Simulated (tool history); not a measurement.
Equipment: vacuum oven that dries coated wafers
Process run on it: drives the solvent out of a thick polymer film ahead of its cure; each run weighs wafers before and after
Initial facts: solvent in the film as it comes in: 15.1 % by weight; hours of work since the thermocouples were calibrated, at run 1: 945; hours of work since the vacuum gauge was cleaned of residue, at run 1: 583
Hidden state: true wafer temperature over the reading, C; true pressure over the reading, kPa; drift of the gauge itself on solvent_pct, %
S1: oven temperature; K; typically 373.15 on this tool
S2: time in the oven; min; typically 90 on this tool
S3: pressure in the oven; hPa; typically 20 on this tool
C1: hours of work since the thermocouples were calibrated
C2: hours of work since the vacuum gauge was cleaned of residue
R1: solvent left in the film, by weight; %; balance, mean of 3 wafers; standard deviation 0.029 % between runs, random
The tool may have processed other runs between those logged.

run 1 hour=0 | S1=373.15 S2=90 S3=20 | C1=945 C2=583 | R1=1.49
run 2 hour=22.4 | S1=373.15 S2=90 S3=20 | C1=963 C2=600 | R1=1.45
run 3 hour=47.9 | S1=373.15 S2=90 S3=20 | C1=983 C2=620 | R1=1.48
run 4 hour=82.6 | S1=373.15 S2=90 S3=20 | C1=1010 C2=647 | R1=1.42
run 5 hour=134 | S1=364.15 S2=90 S3=20 | C1=1050 C2=687 | R1=3.62
-- hour=138.9 vacuum gauge cleaned of residue and calibrated
run 6 hour=160.3 | S1=364.15 S2=90 S3=20 | C1=1069 C2=17 | R1=3.58
run 7 hour=198.3 | S1=364.15 S2=90 S3=20 | C1=1099 C2=46 | R1=3.59
run 8 hour=223.3 | S1=359.15 S2=90 S3=32.3 | C1=1118 C2=66 | R1=5.37
run 9 hour=267.3 | S1=372.15 S2=133 S3=15.9 | C1=1153 C2=100 | R1=0.76
run 10 hour=305.5 | S1=380.15 S2=76 S3=16.4 | C1=1182 C2=130 | R1=0.76
run 11 hour=330.1 | S1=370.15 S2=90 S3=20 | C1=1202 C2=149 | R1=2
run 12 hour=367.7 | S1=370.15 S2=90 S3=27 | C1=1231 C2=178 | R1=2.07
-- hour=380.5 vacuum gauge cleaned of residue and calibrated, once more
run 13 hour=411 | S1=373.15 S2=149 S3=20 | C1=1263 C2=24 | R1=0.65

What if the next run were any one of these 4? Each begins from the tool's condition after run 13:
run A hour=461.3 | S1=362.15 S2=56 S3=30.7 | C1=1303 C2=63 | R1=?
run B hour=461.3 | S1=366.15 S2=96 S3=48.1 | C1=1303 C2=63 | R1=?
run C hour=461.3 | S1=373.15 S2=50 S3=20 | C1=1303 C2=63 | R1=?
run D hour=461.3 | S1=373.15 S2=149 S3=20.9 | C1=1303 C2=63 | R1=?

run=A R1=6.18
run=B R1=3.24
run=C R1=3.21
run=D R1=0.59
Without the tool's hidden state the same runs would have given:
run=A R1=6.97
run=B R1=4
run=C R1=3.97
run=D R1=0.79
